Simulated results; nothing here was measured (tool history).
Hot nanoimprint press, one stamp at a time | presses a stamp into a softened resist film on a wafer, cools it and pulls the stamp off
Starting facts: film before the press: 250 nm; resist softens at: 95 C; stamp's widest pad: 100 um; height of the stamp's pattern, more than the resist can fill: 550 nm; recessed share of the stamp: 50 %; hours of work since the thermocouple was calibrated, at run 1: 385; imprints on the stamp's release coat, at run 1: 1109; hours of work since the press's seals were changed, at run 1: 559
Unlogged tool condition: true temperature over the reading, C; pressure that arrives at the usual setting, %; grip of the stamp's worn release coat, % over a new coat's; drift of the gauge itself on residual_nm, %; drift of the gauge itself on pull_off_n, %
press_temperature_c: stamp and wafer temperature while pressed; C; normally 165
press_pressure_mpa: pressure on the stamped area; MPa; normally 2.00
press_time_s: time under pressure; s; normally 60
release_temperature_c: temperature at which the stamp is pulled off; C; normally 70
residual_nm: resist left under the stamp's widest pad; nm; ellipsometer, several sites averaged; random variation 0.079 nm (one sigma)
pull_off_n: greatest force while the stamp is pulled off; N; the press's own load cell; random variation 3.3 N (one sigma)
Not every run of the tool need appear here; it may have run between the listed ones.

| run | hour | press_temperature_c | press_pressure_mpa | press_time_s | release_temperature_c | hours of work since the thermocouple was calibrated | imprints on the stamp's release coat | hours of work since the press's seals were changed | residual_nm | pull_off_n |
|---|---|---|---|---|---|---|---|---|---|---|
| 1 | 0.0 | 165 | 2.00 | 60 | 70 | 385 | 1109 | 559 | 91.66 | 218 |
| 2 | 30.3 | 165 | 2.00 | 60 | 70 | 400 | 1173 | 574 | 91.58 | 205 |
| 3 | 86.6 | 165 | 2.00 | 60 | 70 | 429 | 1290 | 603 | 91.35 | 216 |
| 4 | 137.3 | 165 | 2.00 | 60 | 70 | 454 | 1396 | 628 | 91.36 | 226 |
|  | 152.2 | plate thermocouple calibrated |
| 5 | 203.9 | 165 | 2.00 | 60 | 70 | 26 | 1528 | 661 | 93.55 | 233 |
| 6 | 249.6 | 165 | 2.00 | 60 | 70 | 49 | 1623 | 684 | 93.34 | 246 |
| 7 | 296.2 | 165 | 2.00 | 60 | 70 | 73 | 1720 | 707 | 93.18 | 249 |
| 8 | 348.0 | 165 | 2.00 | 60 | 70 | 99 | 1828 | 733 | 93.34 | 248 |
| 9 | 383.8 | 165 | 2.00 | 60 | 70 | 117 | 1902 | 752 | 93.20 | 258 |
|  | 413.6 | press's hydraulic seals changed and the load cell set to zero |
| 10 | 454.7 | 165 | 3.15 | 60 | 70 | 149 | 2033 | 21 | 72.46 | 259 |
|  | 506.8 | stamp cleaned and given a new release coat |
| 11 | 506.8 | 165 | 3.15 | 60 | 70 | 172 | 0 | 44 | 72.33 | 158 |
| 12 | 542.2 | 165 | 3.15 | 60 | 70 | 190 | 74 | 62 | 72.32 | 159 |
| 13 | 601.6 | 165 | 3.15 | 60 | 70 | 220 | 198 | 92 | 72.25 | 164 |
| 14 | 640.5 | 165 | 2.00 | 35 | 70 | 240 | 279 | 112 | 112.13 | 171 |
| 15 | 676.0 | 165 | 2.00 | 60 | 70 | 258 | 353 | 130 | 91.82 | 173 |
| 16 | 739.7 | 165 | 2.00 | 60 | 70 | 290 | 486 | 162 | 91.41 | 187 |
| 17 | 790.9 | 165 | 2.00 | 73 | 70 | 316 | 592 | 188 | 84.74 | 183 |
| 18 | 826.1 | 165 | 2.68 | 60 | 70 | 334 | 665 | 206 | 78.43 | 184 |
| 19 | 875.2 | 156 | 2.00 | 60 | 60 | 359 | 768 | 230 | 123.26 | 242 |
| 20 | 916.7 | 156 | 2.00 | 60 | 60 | 380 | 854 | 251 | 123.11 | 252 |
| 21 | 967.2 | 158 | 2.00 | 60 | 70 | 405 | 959 | 277 | 115.06 | 207 |
| 22 | 1006.7 | 165 | 1.23 | 65 | 62 | 425 | 1042 | 297 | 112.39 | 248 |
| 23 | 1033.7 | 165 | 1.23 | 65 | 62 | 439 | 1098 | 311 | 112.28 | 244 |
|  | 1081.5 | plate thermocouple calibrated |
| 24 | 1088.1 | 165 | 2.27 | 96 | 70 | 3 | 1205 | 337 | 72.46 | 219 |
| 25 | 1148.8 | 163 | 1.81 | 116 | 70 | 34 | 1331 | 367 | 81.03 | 223 |
| 26 | 1202.2 | 159 | 3.05 | 43 | 75 | 61 | 1442 | 394 | 104.89 | 205 |
| 27 | 1262.0 | 168 | 2.87 | 73 | 70 | 91 | 1567 | 425 | 64.35 | 235 |
| 28 | 1295.9 | 168 | 2.87 | 73 | 70 | 108 | 1638 | 442 | 64.32 | 239 |
| 29 | 1357.2 | 168 | 2.87 | 73 | 70 | 139 | 1765 | 473 | 64.29 | 242 |
| 30 | 1401.8 | 168 | 2.87 | 73 | 70 | 162 | 1858 | 495 | 64.17 | 255 |
| 31 | 1430.7 | 168 | 2.87 | 73 | 70 | 177 | 1918 | 510 | 64.21 | 249 |

Here are 3 independent what-if runs from the current tool condition. What would each one return?
| A | 1487.5 | 168 | 1.47 | 111 | 70 | 205 | 2037 | 539 | ? | ? |
| B | 1487.5 | 168 | 2.12 | 73 | 70 | 205 | 2037 | 539 | ? | ? |
| C | 1487.5 | 165 | 3.07 | 102 | 70 | 205 | 2037 | 539 | ? | ? |

| run | residual_nm | pull_off_n |
|---|---|---|
| A | 77.08 | 258 |
| B | 75.21 | 259 |
| C | 59.87 | 258 |
The same runs, with their run-to-run variation unchanged, on a tool lacking any hidden condition would have given:
| run | residual_nm | pull_off_n |
|---|---|---|
| A | 77.13 | 158 |
| B | 74.96 | 159 |
| C | 59.32 | 158 |
